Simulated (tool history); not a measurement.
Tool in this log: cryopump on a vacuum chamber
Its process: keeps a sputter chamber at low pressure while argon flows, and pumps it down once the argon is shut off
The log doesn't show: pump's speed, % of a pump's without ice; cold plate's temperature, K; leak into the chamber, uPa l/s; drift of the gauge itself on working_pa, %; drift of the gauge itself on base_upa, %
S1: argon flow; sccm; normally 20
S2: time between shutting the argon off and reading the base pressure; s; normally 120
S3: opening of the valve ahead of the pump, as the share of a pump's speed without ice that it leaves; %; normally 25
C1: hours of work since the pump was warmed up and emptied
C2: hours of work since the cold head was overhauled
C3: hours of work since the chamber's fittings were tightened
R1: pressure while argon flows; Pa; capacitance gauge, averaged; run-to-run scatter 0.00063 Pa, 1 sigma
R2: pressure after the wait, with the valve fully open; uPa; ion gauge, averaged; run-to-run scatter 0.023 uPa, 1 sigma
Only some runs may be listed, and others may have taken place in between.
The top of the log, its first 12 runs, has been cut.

Run 13, hour 938.8: usual settings; C1 561; C2 1841; C3 1473. Result: R1 0.1049 Pa, R2 2.14 uPa.
At hour 996.3: pump warmed up, emptied and cooled again.
Run 14, hour 996.3: usual settings; C1 0; C2 1885; C3 1517. Result: R1 0.0953 Pa, R2 1.64 uPa.
Run 15, hour 1084.5: usual settings; C1 74; C2 1959; C3 1591. Result: R1 0.0955 Pa, R2 1.80 uPa.
Run 16, hour 1131.8: usual settings but S2 247 s; C1 113; C2 1998; C3 1630. Result: R1 0.0952 Pa, R2 1.60 uPa.
Run 17, hour 1184.8: usual settings but S3 16 %; C1 158; C2 2042; C3 1675. Result: R1 0.1509 Pa, R2 1.91 uPa.
Run 18, hour 1276.9: usual settings but S1 16 sccm; C1 235; C2 2119; C3 1752. Result: R1 0.0782 Pa, R2 1.97 uPa.
Run 19, hour 1375.9: usual settings but S1 15 sccm, S3 21 %; C1 317; C2 2202; C3 1834. Result: R1 0.0895 Pa, R2 2.22 uPa.
Run 20, hour 1476.0: usual settings but S1 31 sccm, S2 87 s; C1 401; C2 2286; C3 1918. Result: R1 0.1577 Pa, R2 2.54 uPa.
Run 21, hour 1526.7: usual settings but S1 31 sccm, S2 87 s; C1 443; C2 2328; C3 1960. Result: R1 0.1579 Pa, R2 2.63 uPa.
Run 22, hour 1584.0: usual settings but S1 15 sccm, S3 27 %; C1 491; C2 2376; C3 2008. Result: R1 0.0711 Pa, R2 2.54 uPa.

What does the tool deliver on the next run?
Run 23, hour 1671.0: usual settings but S1 12 sccm, S2 103 s, S3 21 %; C1 564; C2 2449; C3 2081. Result: R1 ?, R2 ?.

{"run 23": {"R1": 0.0737, "R2": 2.86}}
Without the tool's hidden state the same run would have given R1 0.0678 Pa, R2 0.83 uPa.

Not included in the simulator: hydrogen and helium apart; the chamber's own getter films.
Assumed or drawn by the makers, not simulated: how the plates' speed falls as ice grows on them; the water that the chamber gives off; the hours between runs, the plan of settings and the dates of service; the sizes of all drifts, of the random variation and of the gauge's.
